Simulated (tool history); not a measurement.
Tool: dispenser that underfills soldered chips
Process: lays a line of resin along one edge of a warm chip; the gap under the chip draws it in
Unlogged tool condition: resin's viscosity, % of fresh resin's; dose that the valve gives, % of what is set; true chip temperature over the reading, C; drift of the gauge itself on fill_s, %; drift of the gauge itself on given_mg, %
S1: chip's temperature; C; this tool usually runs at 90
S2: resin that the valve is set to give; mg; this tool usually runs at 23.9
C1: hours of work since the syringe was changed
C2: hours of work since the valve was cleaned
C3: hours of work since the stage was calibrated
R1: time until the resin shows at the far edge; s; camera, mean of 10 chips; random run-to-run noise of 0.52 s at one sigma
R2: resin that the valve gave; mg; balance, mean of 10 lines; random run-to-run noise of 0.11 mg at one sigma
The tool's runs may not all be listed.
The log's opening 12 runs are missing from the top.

run	hour	S1	S2	C1	C2	C3	R1	R2
# hour 98.3: new syringe of resin
13	98.3	90	26.1	0	88	112	42.1	24.33
# hour 101.2: dispensing valve cleaned and set on the balance
14	107.2	90	26.1	6	5	118	72	26.25
# hour 110.5: new syringe of resin
15	114.5	90	25.9	3	10	124	54.6	25.66
# hour 121.8: new syringe of resin
16	124.1	93	23.9	2	17	131	45.5	23.68
17	128.9	93	23.9	5	21	134	60.3	23.59
# hour 132.9: new syringe of resin
18	137.1	98	23.9	3	27	141	41.9	23.56
# hour 144.2: new syringe of resin
19	148	98	23.9	3	35	149	40.2	23.35
# hour 155.2: new syringe of resin
20	158	79	25	2	42	156	83.8	24.24

Run 21 comes next. What will it give?
# hour 166.1: new syringe of resin
21	169.1	101	22.2	2	50	164	?	?

Logged for run 21: R1 34.7 s, R2 21.45 mg.
Were there no unlogged condition in the tool, this run, its random variation unchanged, would have produced R1 27.6 s, R2 22.23 mg.
